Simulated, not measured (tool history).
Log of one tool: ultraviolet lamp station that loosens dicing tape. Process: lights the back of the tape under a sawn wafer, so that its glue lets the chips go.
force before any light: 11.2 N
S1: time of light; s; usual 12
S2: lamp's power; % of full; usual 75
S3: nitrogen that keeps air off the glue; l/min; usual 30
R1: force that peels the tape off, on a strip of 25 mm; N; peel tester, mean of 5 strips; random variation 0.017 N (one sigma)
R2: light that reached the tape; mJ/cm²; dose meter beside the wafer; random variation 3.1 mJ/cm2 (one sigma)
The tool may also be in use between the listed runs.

Run 1, day 0: usual settings. Result: R1 1.306 N, R2 377 mJ/cm².
Run 2, day 0.546: usual settings but S1 6 s. Result: R1 3.761 N, R2 192 mJ/cm².
Run 3, day 1.488: usual settings but S1 6 s. Result: R1 3.693 N, R2 189 mJ/cm².
Run 4, day 1.892: usual settings but S1 6 s. Result: R1 3.815 N, R2 185 mJ/cm².
Run 5, day 2.612: usual settings but S1 6 s. Result: R1 3.813 N, R2 184 mJ/cm².
Run 6, day 3.579: usual settings but S1 6 s. Result: R1 3.803 N, R2 179 mJ/cm².
Run 7, day 4.208: usual settings but S1 11 s. Result: R1 1.654 N, R2 333 mJ/cm².
Run 8, day 5.096: usual settings. Result: R1 1.43 N, R2 361 mJ/cm².
Run 9, day 6.067: usual settings but S3 12 l/min. Result: R1 2.737 N, R2 356 mJ/cm².
Run 10, day 6.9: usual settings but S3 12 l/min. Result: R1 2.81 N, R2 354 mJ/cm².
Run 11, day 7.721: usual settings but S2 100 % of full. Result: R1 0.81 N, R2 468 mJ/cm².
Run 12, day 8.467: usual settings but S1 10 s, S2 92 % of full, S3 15 l/min. Result: R1 2.404 N, R2 357 mJ/cm².
At day 8.662: window cleaned of glue's vapour.
Run 13, day 9.142: usual settings but S1 10 s, S2 92 % of full, S3 15 l/min. Result: R1 1.936 N, R2 406 mJ/cm².
Run 14, day 9.654: usual settings but S1 22 s, S2 72 % of full, S3 44 l/min. Result: R1 0.19 N, R2 692 mJ/cm².
Run 15, day 10.075: usual settings but S1 10 s, S2 83 % of full, S3 41 l/min. Result: R1 1.12 N, R2 364 mJ/cm².
Run 16, day 10.8: usual settings but S1 16 s, S2 89 % of full, S3 52 l/min. Result: R1 0.231 N, R2 617 mJ/cm².
Run 17, day 11.496: usual settings but S1 16 s, S2 89 % of full, S3 52 l/min. Result: R1 0.235 N, R2 613 mJ/cm².
Run 18, day 12.1: usual settings but S1 10 s, S2 81 % of full, S3 16 l/min. Result: R1 2.394 N, R2 344 mJ/cm².
Run 19, day 12.946: usual settings but S1 9 s, S2 100 % of full, S3 48 l/min. Result: R1 0.848 N, R2 383 mJ/cm².
Run 20, day 13.417: usual settings but S1 9 s, S2 77 % of full, S3 12 l/min. Result: R1 3.545 N, R2 291 mJ/cm².

4 ways to go on from here, each from the tool as it stands after run 20. What would each give?
Run A, day 14.317: usual settings but S1 9 s, S2 77 % of full, S3 12 l/min. Result: R1 ?, R2 ?.
Run B, day 14.317: usual settings but S1 18 s, S2 71 % of full, S3 12 l/min. Result: R1 ?, R2 ?.
Run C, day 14.317: usual settings but S1 23 s, S2 90 % of full, S3 12 l/min. Result: R1 ?, R2 ?.
Run D, day 14.317: usual settings but S1 7 s, S2 77 % of full, S3 12 l/min. Result: R1 ?, R2 ?.

run     R1   R2
  A   3.81  289
  B   1.42  534
  C  0.458  851
  D  4.604  224
Without the tool's hidden state the same runs would have given:
run     R1    R2
  A  2.888   360
  B  0.881   666
  C  0.259  1061
  D  3.706   280

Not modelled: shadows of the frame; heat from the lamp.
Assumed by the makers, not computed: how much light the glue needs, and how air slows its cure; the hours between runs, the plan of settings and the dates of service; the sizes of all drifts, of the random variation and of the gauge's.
